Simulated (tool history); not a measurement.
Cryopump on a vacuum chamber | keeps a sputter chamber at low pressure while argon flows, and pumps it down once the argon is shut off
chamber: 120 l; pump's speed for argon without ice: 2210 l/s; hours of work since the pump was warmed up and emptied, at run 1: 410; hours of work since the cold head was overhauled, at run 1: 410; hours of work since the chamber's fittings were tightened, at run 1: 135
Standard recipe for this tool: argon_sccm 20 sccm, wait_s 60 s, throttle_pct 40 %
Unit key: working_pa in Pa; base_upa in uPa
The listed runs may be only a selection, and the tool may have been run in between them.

run,hour,argon_sccm,wait_s,throttle_pct,hours of work since the pump was warmed up and emptied,hours of work since the cold head was overhauled,hours of work since the chamber's fittings were tightened,working_pa,base_upa
1,0,20,60,40,410,410,135,0.0413,1.31
2,108.1,20,60,40,459,459,183,0.042,1.31
3,165.1,20,84,40,484,484,209,0.0427,1
4,234.9,35,60,40,516,516,240,0.0747,1.35
5,316.9,20,60,15,553,553,277,0.1076,1.36
6,410.2,20,60,15,594,594,319,0.1085,1.34
7,524.2,18,60,15,646,646,370,0.0981,1.45
# hour 643.9: pump warmed up, emptied and cooled again
8,643.9,20,60,28,0,697,422,0.0545,1.37
9,730,20,60,28,39,736,460,0.0558,1.35
10,784.2,20,60,40,63,760,485,0.0382,1.39
11,893.7,20,60,40,112,809,534,0.0392,1.42
12,994.5,20,60,16,157,854,579,0.0953,1.45
13,1044.8,20,60,40,180,877,602,0.0391,1.46
14,1151,20,60,40,228,925,649,0.04,1.51
15,1239.6,20,31,40,267,964,689,0.0407,2.45
16,1329.3,20,31,40,308,1005,729,0.041,2.45
17,1399,9,51,48,339,1036,761,0.0167,1.69
18,1493.7,22,120,25,382,1079,803,0.0704,1.09
19,1580.5,34,120,49,420,1118,842,0.0606,1.14
20,1668.8,35,120,31,460,1157,882,0.0929,1.15
21,1767.6,35,120,31,504,1202,926,0.0943,1.25
22,1859.2,8,60,40,546,1243,967,0.0175,1.73
23,1961.6,8,60,40,592,1289,1013,0.0173,1.79
24,2022.9,20,60,45,619,1316,1041,0.0405,1.84
25,2088.1,20,82,25,648,1345,1070,0.0676,1.6
26,2186.5,20,82,25,693,1390,1114,0.0678,1.62
# hour 2206.2: pump warmed up, emptied and cooled again
27,2305.9,24,243,41,45,1441,1165,0.0454,0.88

5 options for the next run, each taken on its own from the tool as it stands now. Forecast them:
A,2426.4,20,88,18,99,1495,1220,?,?
B,2426.4,17,52,57,99,1495,1220,?,?
C,2426.4,20,60,40,99,1495,1220,?,?
D,2426.4,18,60,16,99,1495,1220,?,?
E,2426.4,12,243,41,99,1495,1220,?,?

run,working_pa,base_upa
A,0.086,1.36
B,0.0232,1.93
C,0.0389,1.69
D,0.0871,1.74
E,0.0229,0.94
The same runs, with their run-to-run variation unchanged, on a tool lacking any hidden condition would have given:
run,working_pa,base_upa
A,0.085,0.8
B,0.0224,1.36
C,0.0379,1.13
D,0.0862,1.18
E,0.0223,0.38

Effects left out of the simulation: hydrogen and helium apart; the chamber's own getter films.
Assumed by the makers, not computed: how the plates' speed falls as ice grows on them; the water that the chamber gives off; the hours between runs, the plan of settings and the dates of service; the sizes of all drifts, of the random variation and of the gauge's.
